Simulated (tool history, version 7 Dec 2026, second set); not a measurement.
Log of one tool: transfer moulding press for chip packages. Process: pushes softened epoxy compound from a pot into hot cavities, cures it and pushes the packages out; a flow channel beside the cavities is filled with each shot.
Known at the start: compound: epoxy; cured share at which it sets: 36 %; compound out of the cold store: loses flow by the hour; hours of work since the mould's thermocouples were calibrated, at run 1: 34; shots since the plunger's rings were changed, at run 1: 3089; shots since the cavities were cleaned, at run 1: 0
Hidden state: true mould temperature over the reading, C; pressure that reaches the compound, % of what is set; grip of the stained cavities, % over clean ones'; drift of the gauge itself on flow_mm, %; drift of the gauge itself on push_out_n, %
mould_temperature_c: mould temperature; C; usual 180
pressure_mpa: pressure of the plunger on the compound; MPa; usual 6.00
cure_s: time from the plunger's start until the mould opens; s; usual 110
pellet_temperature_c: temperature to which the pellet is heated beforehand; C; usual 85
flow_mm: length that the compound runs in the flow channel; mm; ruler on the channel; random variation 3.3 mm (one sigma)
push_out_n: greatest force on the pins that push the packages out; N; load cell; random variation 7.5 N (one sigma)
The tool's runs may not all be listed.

run,hour,mould_temperature_c,pressure_mpa,cure_s,pellet_temperature_c,hours of work since the mould's thermocouples were calibrated,shots since the plunger's rings were changed,shots since the cavities were cleaned,incoming compound's hours out of the cold store,flow_mm,push_out_n
1,0.0,180,6.00,110,85,34,3089,0,27.6,512,318
2,14.5,180,6.00,110,85,44,3258,169,10.1,548,374
3,37.1,180,6.00,110,85,59,3521,432,42.5,487,431
# hour 59.2: cavities cleaned with cleaning compound and waxed
4,59.6,180,4.76,110,85,73,3767,5,38.9,434,299
5,85.4,180,4.76,110,85,91,4067,305,9.1,483,431
6,106.5,180,4.76,110,85,105,4313,551,27.1,448,446
# hour 119.7: cavities cleaned with cleaning compound and waxed
7,122.9,180,6.00,110,85,115,4487,38,38.0,489,322
8,147.4,180,6.00,110,85,131,4772,323,13.6,523,411
# hour 152.8: plunger's sealing rings changed
9,174.7,180,7.36,110,85,148,254,612,17.0,614,474
# hour 181.2: cavities cleaned with cleaning compound and waxed
10,187.7,180,7.36,110,85,155,388,76,47.9,550,333
11,207.7,180,7.36,110,85,169,622,310,19.1,602,417
12,224.2,180,6.00,110,87,180,813,501,17.8,542,462
# hour 240.3: cavities cleaned with cleaning compound and waxed
13,242.6,174,7.09,116,92,191,1011,27,29.9,586,385
14,263.5,180,6.00,110,91,205,1254,270,8.9,563,389
15,275.1,180,6.00,110,91,213,1389,405,23.4,530,425
16,288.2,182,7.09,116,85,222,1543,559,45.3,527,430
# hour 298.8: cavities cleaned with cleaning compound and waxed
17,311.6,182,7.09,116,85,236,1798,150,25.7,564,331
18,330.2,180,6.00,114,85,249,2014,366,36.1,502,404
19,346.4,172,5.91,95,77,259,2203,555,44.8,508,880

Run 20 comes next. What will it give?
# hour 357.9: cavities cleaned with cleaning compound and waxed
20,361.0,172,5.91,95,77,268,2356,37,18.4,?,?

flow_mm: 555 mm
push_out_n: 664 N
Without the tool's hidden state the same run would have given flow_mm 576 mm, push_out_n 666 N.
